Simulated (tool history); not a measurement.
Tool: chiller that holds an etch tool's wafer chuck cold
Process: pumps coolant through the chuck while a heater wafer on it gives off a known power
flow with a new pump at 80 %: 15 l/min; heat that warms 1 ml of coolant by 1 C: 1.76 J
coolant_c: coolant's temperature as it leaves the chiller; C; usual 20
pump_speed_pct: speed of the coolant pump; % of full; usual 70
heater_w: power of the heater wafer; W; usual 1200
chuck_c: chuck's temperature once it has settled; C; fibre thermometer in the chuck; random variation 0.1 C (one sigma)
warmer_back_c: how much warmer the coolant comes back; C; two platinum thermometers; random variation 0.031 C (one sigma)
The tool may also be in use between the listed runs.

run	day	coolant_c	pump_speed_pct	heater_w	chuck_c	warmer_back_c
1	0	20	70	1200	29.6	3.17
2	2.946	20	70	1200	29.7	3.12
3	6.421	20	70	1200	29.8	3.11
4	9.583	20	70	1200	29.8	3.12
5	12.058	20	97	1200	28.2	2.22
6	16.333	12	97	1200	20.2	2.2
7	20.746	20	94	1200	28.1	2.31
8	25.342	20	94	1200	28.3	2.28
9	29.008	20	94	1200	28.2	2.3
10	32.85	20	94	1200	28.3	2.29
11	36.521	20	94	1200	28.3	2.29
12	40.771	20	94	1200	28.4	2.27
13	44.967	27	94	1200	35.2	2.24
14	48.638	20	70	1200	29.7	3.08
15	50.758	20	70	1200	29.5	3.09
16	53.971	20	70	1200	29.7	3.12
17	57.312	16	70	1210	25.7	3.07
18	59.654	16	83	922	22.8	1.96
19	64.05	27	84	749	32.5	1.54
20	67.971	25	70	1200	34.8	3.1
21	71.142	20	65	756	26.5	2.05
22	74.35	25	81	756	30.8	1.56
23	78.342	25	81	756	30.7	1.63
24	82.725	25	81	756	30.4	1.65
25	86.538	25	81	756	30.8	1.61
26	89.079	25	81	1556	36.5	3.42
27	91.246	20	64	1655	34.2	4.62
28	94.933	26	70	738	32	1.73
29	97.804	27	90	1004	34.2	1.88
30	101.929	23	77	1200	32.1	2.73
31	105.125	23	77	1200	32.1	2.67

Hidden state or all else? Some run-to-run changes of warmer_back_c, split into what the settings, what came in and random variation would give without the hidden state, and what is left for the hidden state (with any gauge scatter that isn't in both results):
The hidden state here: heat passed by the chuck's channels, % of clean ones'; flow at a given pump speed, % of a new pump's; coolant's true temperature over the reading, C; drift of the gauge itself on chuck_c, C; drift of the gauge itself on warmer_back_c, C.
Run 2 -> 3: no setting changed, nothing entered. warmer_back_c -0.01 C: hidden state -0.01, all else +0.
Run 5 -> 6: coolant_c 20 -> 12. warmer_back_c -0.02 C: hidden state -0.01, all else -0.01.
Run 8 -> 9: no setting changed, nothing entered. warmer_back_c +0.02 C: hidden state -0.01, all else +0.03.
Run 19 -> 20: coolant_c 27 -> 25, pump_speed_pct 84 -> 70, heater_w 749 -> 1200. warmer_back_c +1.56 C: hidden state +0, all else +1.56.
Run 25 -> 26: heater_w 756 -> 1556. warmer_back_c +1.81 C: hidden state -0.01, all else +1.82.
Run 27 -> 28: coolant_c 20 -> 26, pump_speed_pct 64 -> 70, heater_w 1655 -> 738. warmer_back_c -2.89 C: hidden state -0.01, all else -2.88.
